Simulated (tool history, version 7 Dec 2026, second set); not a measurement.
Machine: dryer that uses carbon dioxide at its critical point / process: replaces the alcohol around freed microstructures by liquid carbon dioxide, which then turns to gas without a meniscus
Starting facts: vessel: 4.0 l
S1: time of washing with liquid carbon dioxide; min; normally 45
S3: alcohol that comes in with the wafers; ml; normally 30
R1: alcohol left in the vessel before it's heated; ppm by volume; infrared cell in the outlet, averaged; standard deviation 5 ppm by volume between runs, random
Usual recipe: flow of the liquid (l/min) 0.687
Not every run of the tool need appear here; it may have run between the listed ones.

Run 1, day 0: usual settings. Result: R1 81 ppm by volume.
Run 2, day 1.767: usual settings but flow of the liquid (l/min) 0.723. Result: R1 74 ppm by volume.
Run 3, day 3.954: usual settings but flow of the liquid (l/min) 0.723. Result: R1 76 ppm by volume.
Run 4, day 5.983: usual settings but flow of the liquid (l/min) 0.723. Result: R1 80 ppm by volume.
Run 5, day 7.229: usual settings but flow of the liquid (l/min) 0.723. Result: R1 88 ppm by volume.
At day 7.721: inlet filter changed.
Run 6, day 8.333: usual settings but flow of the liquid (l/min) 0.723. Result: R1 77 ppm by volume.
Run 7, day 10.204: usual settings but flow of the liquid (l/min) 0.455. Result: R1 135 ppm by volume.
At day 11.662: purifier's bed changed.
Run 8, day 11.717: usual settings. Result: R1 16 ppm by volume.
Run 9, day 13.654: usual settings. Result: R1 6 ppm by volume.
Run 10, day 14.654: usual settings. Result: R1 17 ppm by volume.
Run 11, day 16.529: usual settings. Result: R1 20 ppm by volume.
Run 12, day 18.071: usual settings. Result: R1 24 ppm by volume.
Run 13, day 19.675: usual settings but S1 70 min, flow of the liquid (l/min) 0.889, S3 75 ml. Result: R1 15 ppm by volume.
Run 14, day 21.5: usual settings but S3 75 ml. Result: R1 47 ppm by volume.
Run 15, day 22.662: usual settings but flow of the liquid (l/min) 0.824, S3 48 ml. Result: R1 27 ppm by volume.
Run 16, day 24.521: usual settings but S1 32 min, S3 53 ml. Result: R1 136 ppm by volume.
Run 17, day 26.325: usual settings but S1 32 min, S3 53 ml. Result: R1 133 ppm by volume.
Run 18, day 28.429: usual settings but S1 32 min, S3 53 ml. Result: R1 146 ppm by volume.
At day 29.417: inlet filter changed.
Run 19, day 30.15: usual settings but S1 27 min, flow of the liquid (l/min) 1.047, S3 53 ml. Result: R1 49 ppm by volume.

The logged runs with the hidden state left out (each run's random variation unchanged):
Hidden state present: flow that reaches the vessel past the clogged filter, %; alcohol in the recycled carbon dioxide, ppm; drift of the gauge itself on alcohol_ppm, %.
run  R1
  1  20
  2  11
  3  10
  4  11
  5  15
  6   6
  7  60
  8  15
  9   2
 10  11
 11  11
 12  13
 13   4
 14  27
 15  11
 16  84
 17  78
 18  82
 19  24
